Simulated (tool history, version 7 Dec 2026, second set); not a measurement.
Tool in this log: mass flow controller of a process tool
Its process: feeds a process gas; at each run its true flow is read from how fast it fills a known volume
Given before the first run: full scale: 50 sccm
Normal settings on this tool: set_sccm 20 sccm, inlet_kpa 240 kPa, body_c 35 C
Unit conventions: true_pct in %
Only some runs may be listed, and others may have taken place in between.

run    hour  set_sccm  inlet_kpa  body_c  true_pct
  1     0.0        20        240      35     95.67
  2   116.7        20        240      35     95.79
  3   375.3        20        166      35     95.04
  4   500.6        20        148      35     94.98
  5   655.4        20        240      37     95.50
  6   904.0        20        240      35     95.43
  7  1164.2        20        240      22     96.15
  8  1334.7        20        240      22     96.22
  9  1529.5        20        240      35     95.27
 10  1792.5        20        240      35     95.44
 11  1979.3        20        240      35     95.17
 12  2214.0        20        240      35     95.17
 13  2481.8        20        240      21     96.04
 14  2600.1        20        240      26     95.77
 15  2807.6        20        240      21     95.85
 16  3084.8        20        240      21     95.80
 17  3283.5        20        240      21     95.73
 18  3457.1         7        200      35     91.30
 19  3729.9        10        225      32     92.90
 20  3950.7        29        141      32     95.12
 21  4140.6        20        154      35     93.97
 22  4285.1        20        154      35     93.92
 23  4514.8        20        154      35     93.96
 24  4724.8        20        154      35     93.93
 25  4984.8        20        154      35     93.84
 26  5221.4        19        178      38     93.77
 27  5361.7         8        182      20     91.86
 28  5494.8        20        154      32     93.90
 29  5687.3        45        248      32     96.81
 30  5878.8        45        248      32     96.69
 31  6134.7        49        240      35     96.76
     6253.5  -- controller exchanged for a calibrated one
 32  6340.6        49        240      35     99.48

Measured less the same run without the tool's hidden state. The same run-to-run variation is in both; the gauge's scatter may not be:
What the log doesn't record here: flow at rest that the sensor doesn't see, % of full scale; true flow over the shown one, %; drift of the gauge itself on true_pct, %.
run  true_pct
  1     -2.33
  2     -2.36
  3     -2.43
  4     -2.45
  5     -2.49
  6     -2.55
  7     -2.61
  8     -2.65
  9     -2.69
 10     -2.76
 11     -2.81
 12     -2.86
 13     -2.93
 14     -2.96
 15     -3.00
 16     -3.08
 17     -3.12
 18     -5.67
 19     -4.62
 20     -2.86
 21     -3.34
 22     -3.36
 23     -3.42
 24     -3.47
 25     -3.54
 26     -3.68
 27     -5.98
 28     -3.66
 29     -2.82
 30     -2.86
 31     -2.84
 32     -0.16

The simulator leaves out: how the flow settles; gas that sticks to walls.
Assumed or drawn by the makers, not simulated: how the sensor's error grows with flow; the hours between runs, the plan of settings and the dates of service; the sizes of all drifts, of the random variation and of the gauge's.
